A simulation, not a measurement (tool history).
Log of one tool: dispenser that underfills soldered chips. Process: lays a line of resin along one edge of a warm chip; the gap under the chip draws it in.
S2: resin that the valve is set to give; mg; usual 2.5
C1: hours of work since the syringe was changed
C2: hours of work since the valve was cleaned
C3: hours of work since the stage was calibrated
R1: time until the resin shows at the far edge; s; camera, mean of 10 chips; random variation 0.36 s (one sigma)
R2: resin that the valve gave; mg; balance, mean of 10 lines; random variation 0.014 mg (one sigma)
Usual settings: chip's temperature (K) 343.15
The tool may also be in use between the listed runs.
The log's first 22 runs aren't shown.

At hour 238: new syringe of resin.
Run 23, hour 242.9: usual settings but chip's temperature (K) 358.15; C1 3; C2 62; C3 428. Result: R1 13.3 s, R2 2.38 mg.
Run 24, hour 251.4: usual settings but chip's temperature (K) 346.15, S2 2.11 mg; C1 9; C2 67; C3 433. Result: R1 28.3 s, R2 1.97 mg.
At hour 252.8: new syringe of resin.
Run 25, hour 263.3: usual settings but chip's temperature (K) 347.15, S2 2.64 mg; C1 7; C2 75; C3 441. Result: R1 23.9 s, R2 2.44 mg.
At hour 268: new syringe of resin.
At hour 272.7: dispensing valve cleaned and set on the balance.
Run 26, hour 277.7: usual settings but chip's temperature (K) 340.15, S2 2.24 mg; C1 6; C2 3; C3 449. Result: R1 31.9 s, R2 2.23 mg.
At hour 283.9: new syringe of resin.
Run 27, hour 292.6: usual settings but chip's temperature (K) 330.15, S2 2.77 mg; C1 6; C2 12; C3 458. Result: R1 51.9 s, R2 2.76 mg.
At hour 298.7: new syringe of resin.
Run 28, hour 307: usual settings but chip's temperature (K) 330.15, S2 2.32 mg; C1 5; C2 21; C3 467. Result: R1 51.5 s, R2 2.27 mg.
At hour 314.1: new syringe of resin.
Run 29, hour 316.6: usual settings but chip's temperature (K) 330.15, S2 2.32 mg; C1 2; C2 27; C3 473. Result: R1 45.9 s, R2 2.26 mg.
Run 30, hour 327.7: usual settings but chip's temperature (K) 330.15, S2 2.32 mg; C1 9; C2 34; C3 480. Result: R1 61.4 s, R2 2.23 mg.
At hour 329.3: new syringe of resin.
Run 31, hour 337.3: usual settings but chip's temperature (K) 335.15, S2 2.55 mg; C1 5; C2 40; C3 486. Result: R1 39.6 s, R2 2.46 mg.
At hour 343.9: new syringe of resin.
Run 32, hour 349.1: usual settings but chip's temperature (K) 336.15, S2 2.82 mg; C1 3; C2 48; C3 493. Result: R1 35.5 s, R2 2.71 mg.
At hour 358.8: new syringe of resin.
Run 33, hour 358.9: usual settings but chip's temperature (K) 344.15, S2 3.04 mg; C1 0; C2 54; C3 499. Result: R1 21.4 s, R2 2.9 mg.
Run 34, hour 364.9: usual settings but chip's temperature (K) 336.15, S2 2.98 mg; C1 4; C2 58; C3 503. Result: R1 36.2 s, R2 2.81 mg.

5 ways to go on from here, each from the tool as it stands after run 34. What would each give?
At hour 373.7: new syringe of resin.
Run A, hour 376.1: usual settings but chip's temperature (K) 344.15; C1 1; C2 64; C3 510. Result: R1 ?, R2 ?.
At hour 373.7: new syringe of resin.
Run B, hour 376.1: usual settings but chip's temperature (K) 345.15; C1 1; C2 64; C3 510. Result: R1 ?, R2 ?.
At hour 373.7: new syringe of resin.
Run C, hour 376.1: usual settings but chip's temperature (K) 332.15, S2 2.33 mg; C1 1; C2 64; C3 510. Result: R1 ?, R2 ?.
At hour 373.7: new syringe of resin.
Run D, hour 376.1: usual settings but chip's temperature (K) 338.15, S2 2.98 mg; C1 1; C2 64; C3 510. Result: R1 ?, R2 ?.
At hour 373.7: new syringe of resin.
Run E, hour 376.1: usual settings but chip's temperature (K) 352.15, S2 2.11 mg; C1 1; C2 64; C3 510. Result: R1 ?, R2 ?.

run    R1    R2
  A  23.8  2.35
  B  22.2  2.34
  C  40.2  2.21
  D  30.3   2.8
  E  16.1  1.98
Without the tool's hidden state the same runs would have given:
run    R1    R2
  A  20.6   2.5
  B  19.1  2.49
  C  34.2  2.35
  D  26.1  2.97
  E  13.7   2.1
